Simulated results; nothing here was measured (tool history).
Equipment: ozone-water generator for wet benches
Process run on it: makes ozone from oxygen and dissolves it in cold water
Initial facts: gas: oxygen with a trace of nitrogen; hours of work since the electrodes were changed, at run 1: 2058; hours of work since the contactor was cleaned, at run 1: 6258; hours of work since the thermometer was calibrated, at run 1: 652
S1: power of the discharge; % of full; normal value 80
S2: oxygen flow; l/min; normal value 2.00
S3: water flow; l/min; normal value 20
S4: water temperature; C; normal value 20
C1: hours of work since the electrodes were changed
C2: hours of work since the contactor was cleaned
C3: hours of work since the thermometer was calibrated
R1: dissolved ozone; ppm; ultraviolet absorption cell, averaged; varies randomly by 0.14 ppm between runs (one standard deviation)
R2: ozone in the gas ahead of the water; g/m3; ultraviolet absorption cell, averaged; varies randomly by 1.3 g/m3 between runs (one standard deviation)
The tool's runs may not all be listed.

run    hour  S1    S2  S3  S4    C1    C2    C3    R1     R2
  1     0.0  80  2.00  20  20  2058  6258   652  15.6  241.6
  2    61.4  80  2.00  20  20  2097  6297   690  15.4  243.3
  3   102.0  80  2.00  20  20  2122  6323   716  15.7  245.6
  4   183.5  80  2.00  20  20  2173  6374   767  15.4  245.5
  5   254.2  80  2.00  20  20  2218  6418   812  15.6  242.7
  6   340.7  80  2.00  20  20  2273  6473   866  15.5  241.4
  7   381.0  80  2.00  20  20  2298  6498   892  15.6  242.5
  8   459.8  80  2.00  20  20  2348  6548   941  15.6  241.3
  9   508.1  80  2.00  20  20  2378  6578   972  15.5  240.6
 10   581.6  80  2.00  20  20  2424  6625  1018  15.5  242.5
 11   660.2  80  2.00  20  20  2474  6674  1067  15.6  241.7
 12   700.7  80  2.00  20  20  2499  6700  1093  15.4  241.9
 13   745.9  80  2.00  20  20  2528  6728  1121  15.3  240.2
 14   801.2  70  2.00  20  20  2563  6763  1156  13.9  214.4
 15   876.2  70  2.00  20  20  2610  6810  1203  13.9  215.7
 16   941.2  47  2.00  17  12  2651  6851  1244  12.5  157.4
 17  1034.0  47  2.00  17  12  2709  6909  1303  12.5  155.1
 18  1116.2  80  2.00  19  16  2761  6961  1355  16.8  239.3
 19  1212.0  80  2.56  25  20  2821  7022  1415  14.0  215.3
 20  1253.1  80  3.02  14  20  2847  7047  1441  22.7  201.9
 21  1323.6  80  3.02  14  20  2892  7092  1485  22.9  198.8
 22  1412.3  80  3.02  14  20  2947  7148  1541  23.0  199.7
 23  1467.0  91  2.65  23  15  2982  7182  1576  17.4  235.5
 24  1549.7  91  2.65  23  15  3034  7234  1628  17.2  233.1
 25  1629.6  80  2.00  32  20  3084  7285  1678   9.9  236.6
 26  1686.8  80  2.00  12  15  3120  7321  1714  25.2  237.0
 27  1750.3  56  2.00  20  19  3160  7361  1754  11.7  180.2
 28  1807.8  80  2.00  24  27  3196  7397  1790  12.3  235.8
     1828.6  -- gauge calibrated
 29  1882.0  59  1.20  20  18  3243  7444  1837  10.3  236.0

Measured minus without-hidden-state, run by run (identical run-to-run variation in each term; gauge scatter may differ):
The tool's hidden condition here consists of: yield of the discharge, % of new electrodes'; contactor's efficiency, % of a clean one's; true water temperature over the reading, C; drift of the gauge itself on ozone_ppm, %; drift of the gauge itself on gas_g_m3, %.
run    R2
  1  -0.1
  2  -0.4
  3  -0.5
  4  -0.8
  5  -1.2
  6  -1.4
  7  -1.6
  8  -1.9
  9  -2.1
 10  -2.4
 11  -2.7
 12  -2.8
 13  -3.0
 14  -2.8
 15  -3.2
 16  -2.4
 17  -2.7
 18  -4.4
 19  -4.4
 20  -4.1
 21  -4.4
 22  -4.6
 23  -5.7
 24  -6.0
 25  -6.4
 26  -6.6
 27  -5.1
 28  -7.1
 29  -0.4
R1: at most 0.1 ppm away from the measurement, every run.
